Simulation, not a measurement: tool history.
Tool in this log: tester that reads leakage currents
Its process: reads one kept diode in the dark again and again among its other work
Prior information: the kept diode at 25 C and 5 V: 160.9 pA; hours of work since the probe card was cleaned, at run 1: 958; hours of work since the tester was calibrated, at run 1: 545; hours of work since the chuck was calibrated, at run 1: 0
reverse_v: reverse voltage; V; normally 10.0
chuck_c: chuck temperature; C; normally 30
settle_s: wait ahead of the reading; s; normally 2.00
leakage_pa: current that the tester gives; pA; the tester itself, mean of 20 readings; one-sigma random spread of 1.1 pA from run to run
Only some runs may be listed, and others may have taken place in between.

run	day	reverse_v	chuck_c	settle_s	hours of work since the probe card was cleaned	hours of work since the tester was calibrated	hours of work since the chuck was calibrated	leakage_pa
1	0.000	10.0	30	2.00	958	545	0	353.08
2	2.308	10.0	30	2.00	988	575	30	354.22
3	6.083	10.0	30	2.00	1036	624	78	352.62
4	10.229	10.0	29	2.00	1090	677	132	324.60
5	13.525	10.0	29	2.00	1132	719	174	323.94
6	15.567	10.0	29	2.00	1158	746	200	323.83
7	17.900	10.0	29	2.00	1188	776	230	323.76
8	21.429	10.0	30	2.00	1234	821	276	354.66
9	24.033	10.0	53	2.00	1267	855	309	2181.97
10	28.954	10.0	53	2.00	1331	918	372	2192.23
11	31.329	10.0	53	0.33	1361	948	403	2188.85
12	33.621	10.0	53	0.33	1391	978	432	2195.22
13	36.996	10.0	53	0.39	1434	1021	476	2190.60
14	40.329	10.0	45	2.00	1477	1064	519	1198.83
15	45.092	10.0	45	2.00	1538	1125	580	1197.92
16	49.379	10.0	31	2.00	1593	1181	635	383.21
17	51.729	10.0	31	2.00	1624	1211	665	384.64
18	54.750	10.0	31	2.00	1662	1250	704	386.52
19	58.662	2.5	30	2.00	1713	1300	755	175.96
20	60.812	2.5	30	2.00	1740	1328	782	175.63
# day 61.288: chuck's temperature calibrated
21	65.338	1.3	30	0.77	1797	1385	52	127.70
22	70.121	1.1	25	0.41	1859	1446	114	76.15
23	73.625	11.3	22	0.56	1904	1491	159	192.80
24	77.812	3.7	50	2.00	1958	1545	213	1060.21
25	80.725	10.3	32	1.47	1995	1583	250	424.79
26	82.975	7.6	43	3.17	2024	1612	279	890.53
27	87.812	4.6	26	2.00	2087	1674	341	169.97
28	91.625	1.4	26	2.41	2136	1723	390	93.18
29	96.104	17.3	32	4.36	2193	1780	448	552.12
# day 96.938: probe card cleaned and baked
30	99.525	2.6	36	2.00	33	1823	490	295.61
31	103.979	2.6	36	2.00	91	1880	547	295.21
32	106.142	8.1	36	5.30	118	1908	575	523.90
33	110.938	8.1	36	5.30	180	1970	637	520.53
34	115.842	8.1	36	5.30	243	2033	700	523.05
35	119.471	6.9	32	4.19	290	2079	747	345.57
# day 122.671: chuck's temperature calibrated
36	122.754	2.0	31	2.20	331	2121	1	171.48
37	126.671	2.0	31	2.20	381	2171	51	171.93
38	130.371	2.0	31	2.20	429	2218	99	170.70
39	133.692	1.0	46	5.40	472	2261	142	405.06

Each row is a separate what-if for the run after 39, all from the same tool condition, not one after another. Results?
A	136.396	3.2	30	2.44	506	2296	176	?
B	136.396	3.0	26	5.29	506	2296	176	?
C	136.396	10.0	44	3.69	506	2296	176	?
D	136.396	1.0	46	6.36	506	2296	176	?

run	leakage_pa
A	198.37
B	135.51
C	1106.24
D	406.50
What these runs would have given with no unlogged condition in the tool:
run	leakage_pa
A	198.31
B	135.46
C	1106.00
D	406.42

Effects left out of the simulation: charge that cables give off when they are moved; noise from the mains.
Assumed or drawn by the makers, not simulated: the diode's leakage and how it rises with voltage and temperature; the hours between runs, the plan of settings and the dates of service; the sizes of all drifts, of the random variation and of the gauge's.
